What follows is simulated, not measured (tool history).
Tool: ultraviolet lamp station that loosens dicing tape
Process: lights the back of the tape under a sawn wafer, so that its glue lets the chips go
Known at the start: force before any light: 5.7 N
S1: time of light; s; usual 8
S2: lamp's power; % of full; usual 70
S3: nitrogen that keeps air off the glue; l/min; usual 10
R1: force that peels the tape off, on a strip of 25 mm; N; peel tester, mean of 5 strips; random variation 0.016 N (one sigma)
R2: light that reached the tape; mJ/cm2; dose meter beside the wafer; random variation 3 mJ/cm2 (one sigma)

| run | hour | S1 | S2 | S3 | R1 | R2 |
|---|---|---|---|---|---|---|
| 1 | 0.0 | 8 | 70 | 10 | 0.735 | 438 |
| 2 | 4.8 | 8 | 70 | 10 | 0.764 | 437 |
| 3 | 14.3 | 8 | 70 | 10 | 0.771 | 435 |
| 4 | 21.3 | 8 | 70 | 10 | 0.744 | 435 |
| 5 | 29.7 | 8 | 70 | 10 | 0.760 | 431 |
| 6 | 40.2 | 8 | 70 | 10 | 0.738 | 432 |
| 7 | 46.1 | 8 | 70 | 10 | 0.743 | 439 |
| 8 | 55.1 | 8 | 70 | 10 | 0.751 | 431 |
| 9 | 63.4 | 8 | 70 | 10 | 0.775 | 428 |
| 10 | 69.4 | 8 | 70 | 10 | 0.731 | 437 |
| 11 | 79.8 | 8 | 70 | 4 | 1.373 | 432 |
| 12 | 86.6 | 8 | 70 | 4 | 1.358 | 433 |
| 13 | 94.8 | 8 | 71 | 10 | 0.737 | 447 |
| 14 | 103.1 | 8 | 74 | 10 | 0.665 | 462 |
| 15 | 110.2 | 8 | 70 | 10 | 0.794 | 435 |
| 16 | 119.3 | 8 | 70 | 10 | 0.738 | 433 |
| 17 | 124.1 | 8 | 70 | 10 | 0.725 | 434 |
| 18 | 130.8 | 8 | 70 | 10 | 0.736 | 431 |
| 19 | 136.6 | 8 | 70 | 10 | 0.740 | 435 |
| 20 | 145.8 | 8 | 70 | 10 | 0.742 | 436 |
| 21 | 155.3 | 6 | 70 | 12 | 1.059 | 331 |
| 22 | 163.7 | 5 | 70 | 12 | 1.409 | 273 |
| 23 | 174.1 | 5 | 66 | 7 | 1.877 | 258 |
| 24 | 179.0 | 8 | 69 | 10 | 0.750 | 428 |
| 25 | 186.3 | 8 | 69 | 10 | 0.750 | 431 |
| 26 | 191.6 | 8 | 69 | 10 | 0.768 | 426 |
| 27 | 200.6 | 8 | 69 | 10 | 0.741 | 428 |
| 28 | 206.1 | 8 | 64 | 10 | 0.871 | 398 |
| 29 | 214.5 | 8 | 64 | 6 | 1.219 | 399 |
| 30 | 222.7 | 5 | 66 | 8 | 1.767 | 253 |
| 31 | 232.2 | 5 | 70 | 20 | 1.054 | 272 |
| 32 | 240.4 | 5 | 70 | 20 | 1.067 | 275 |
| 33 | 247.4 | 5 | 70 | 20 | 1.049 | 272 |
| 34 | 257.3 | 5 | 70 | 20 | 1.084 | 272 |
| 35 | 267.2 | 5 | 70 | 20 | 1.093 | 270 |
| 36 | 273.4 | 8 | 70 | 11 | 0.701 | 438 |

Forecast each of these 5 alternatives for the next run:
| A | 282.8 | 8 | 95 | 10 | ? | ? |
| B | 282.8 | 8 | 62 | 13 | ? | ? |
| C | 282.8 | 8 | 89 | 5 | ? | ? |
| D | 282.8 | 8 | 70 | 14 | ? | ? |
| E | 282.8 | 5 | 70 | 6 | ? | ? |

| run | R1 | R2 |
|---|---|---|
| A | 0.406 | 589 |
| B | 0.780 | 387 |
| C | 0.802 | 555 |
| D | 0.582 | 439 |
| E | 1.951 | 271 |
Without the tool's hidden state the same runs would have given:
| run | R1 | R2 |
|---|---|---|
| A | 0.406 | 590 |
| B | 0.779 | 387 |
| C | 0.801 | 555 |
| D | 0.581 | 440 |
| E | 1.950 | 271 |
